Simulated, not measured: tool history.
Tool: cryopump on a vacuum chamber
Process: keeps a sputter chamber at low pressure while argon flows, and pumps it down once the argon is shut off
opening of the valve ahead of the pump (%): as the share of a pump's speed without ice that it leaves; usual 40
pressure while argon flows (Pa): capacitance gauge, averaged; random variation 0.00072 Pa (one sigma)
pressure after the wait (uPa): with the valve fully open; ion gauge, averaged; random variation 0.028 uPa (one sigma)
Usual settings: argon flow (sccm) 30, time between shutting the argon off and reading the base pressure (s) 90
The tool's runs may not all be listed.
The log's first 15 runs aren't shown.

| run | hour | argon flow (sccm) | time between shutting the argon off and reading the base pressure (s) | opening of the valve ahead of the pump (%) | pressure while argon flows (Pa) | pressure after the wait (uPa) |
|---|---|---|---|---|---|---|
| 16 | 618.1 | 44 | 90 | 41 | 0.2158 | 2.65 |
| 17 | 663.9 | 30 | 90 | 23 | 0.2485 | 2.78 |
| 18 | 689.2 | 30 | 90 | 23 | 0.2486 | 2.79 |
| 19 | 747.1 | 15 | 50 | 21 | 0.1363 | 3.48 |
| 20 | 788.7 | 13 | 155 | 18 | 0.1367 | 2.38 |
| 21 | 835.7 | 13 | 155 | 18 | 0.1357 | 2.33 |
| 22 | 893.7 | 13 | 155 | 18 | 0.1381 | 2.47 |
| 23 | 945.3 | 13 | 155 | 23 | 0.112 | 2.52 |
|  | 974.7 | pump warmed up, emptied and cooled again |
| 24 | 994 | 52 | 90 | 25 | 0.3631 | 2.29 |
| 25 | 1022 | 52 | 90 | 25 | 0.3635 | 2.26 |
|  | 1028.4 | leaking fittings of the chamber tightened, without venting |
| 26 | 1052.4 | 18 | 66 | 21 | 0.1498 | 1.81 |
| 27 | 1090.4 | 18 | 39 | 21 | 0.1503 | 2.7 |

Run 28 comes next. What will it give?
| 28 | 1141.1 | 36 | 155 | 30 | ? | ? |

pressure while argon flows (Pa): 0.2117
pressure after the wait (uPa): 1.11
Without the tool's hidden state the same run would have given pressure while argon flows (Pa) 0.2068, pressure after the wait (uPa) 0.94.

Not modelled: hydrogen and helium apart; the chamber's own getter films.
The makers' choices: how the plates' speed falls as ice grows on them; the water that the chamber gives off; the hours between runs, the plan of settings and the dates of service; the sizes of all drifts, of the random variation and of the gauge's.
